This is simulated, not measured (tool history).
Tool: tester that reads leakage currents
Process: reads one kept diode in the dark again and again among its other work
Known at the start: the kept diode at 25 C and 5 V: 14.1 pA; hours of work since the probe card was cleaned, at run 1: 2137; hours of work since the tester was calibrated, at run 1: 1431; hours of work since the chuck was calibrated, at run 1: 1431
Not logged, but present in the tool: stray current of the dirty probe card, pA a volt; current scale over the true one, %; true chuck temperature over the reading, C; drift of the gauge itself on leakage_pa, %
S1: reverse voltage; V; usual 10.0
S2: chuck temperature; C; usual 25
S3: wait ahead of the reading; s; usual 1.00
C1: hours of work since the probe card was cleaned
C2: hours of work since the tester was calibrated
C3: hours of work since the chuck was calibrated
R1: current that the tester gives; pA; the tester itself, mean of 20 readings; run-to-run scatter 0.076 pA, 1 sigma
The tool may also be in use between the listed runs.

| run | hour | S1 | S2 | S3 | C1 | C2 | C3 | R1 |
|---|---|---|---|---|---|---|---|---|
| 1 | 0.0 | 10.0 | 25 | 1.00 | 2137 | 1431 | 1431 | 22.16 |
| 2 | 164.2 | 10.0 | 25 | 1.00 | 2234 | 1528 | 1528 | 22.50 |
| 3 | 327.2 | 10.0 | 25 | 1.00 | 2329 | 1623 | 1623 | 22.47 |
| 4 | 456.8 | 10.0 | 35 | 1.00 | 2405 | 1699 | 1699 | 42.76 |
| 5 | 668.3 | 10.0 | 45 | 1.00 | 2529 | 1823 | 1823 | 80.33 |
| 6 | 766.4 | 10.0 | 25 | 1.00 | 2587 | 1881 | 1881 | 23.05 |
| 7 | 915.2 | 10.0 | 25 | 1.00 | 2674 | 1968 | 1968 | 23.15 |
| 8 | 1048.6 | 10.0 | 25 | 1.00 | 2752 | 2046 | 2046 | 23.35 |
| 9 | 1210.1 | 10.0 | 47 | 1.00 | 2847 | 2141 | 2141 | 92.16 |
| 10 | 1408.6 | 10.0 | 47 | 1.00 | 2963 | 2257 | 2257 | 92.55 |
| 11 | 1564.6 | 10.0 | 39 | 1.00 | 3055 | 2349 | 2349 | 57.13 |
|  | 1586.8 | chuck's temperature calibrated |
|  | 1602.4 | tester calibrated |
| 12 | 1753.1 | 10.0 | 25 | 1.00 | 3163 | 88 | 96 | 21.68 |
|  | 1810.9 | probe card cleaned and baked |
| 13 | 1852.7 | 10.0 | 25 | 1.13 | 25 | 145 | 153 | 19.26 |
| 14 | 2035.3 | 1.5 | 25 | 1.87 | 132 | 252 | 260 | 9.58 |
| 15 | 2240.4 | 1.5 | 25 | 1.87 | 252 | 372 | 380 | 9.70 |
| 16 | 2354.9 | 10.0 | 44 | 0.99 | 319 | 439 | 447 | 68.59 |
| 17 | 2481.9 | 4.0 | 30 | 1.01 | 393 | 514 | 522 | 19.81 |
| 18 | 2625.7 | 4.0 | 30 | 1.01 | 478 | 598 | 606 | 19.89 |
| 19 | 2764.1 | 4.0 | 30 | 1.01 | 559 | 679 | 687 | 20.04 |
| 20 | 2975.3 | 12.7 | 25 | 1.38 | 683 | 803 | 811 | 22.29 |
| 21 | 3210.3 | 12.7 | 42 | 0.55 | 820 | 941 | 949 | 69.18 |
| 22 | 3412.7 | 4.5 | 24 | 2.81 | 939 | 1060 | 1068 | 14.12 |
| 23 | 3637.6 | 4.5 | 24 | 2.81 | 1071 | 1191 | 1199 | 14.18 |
| 24 | 3734.6 | 4.5 | 24 | 2.81 | 1128 | 1248 | 1256 | 14.18 |

Pick out some run-to-run changes in R1. Of each, how much would a tool without hidden state show as well, from the settings, what came in and chance, and how much is left for the hidden state and any gauge scatter not in both results compared?
Run 8 -> 9: S2 25 -> 47. R1 +68.81 pA: hidden state +6.79, all else +62.02.
Run 11 -> 12: S2 39 -> 25, chuck's temperature calibrated, tester calibrated. R1 -35.45 pA: hidden state -5.79, all else -29.66.
Run 15 -> 16: S1 1.5 -> 10.0, S2 25 -> 44, S3 1.87 -> 0.99. R1 +58.89 pA: hidden state +1.76, all else +57.13.
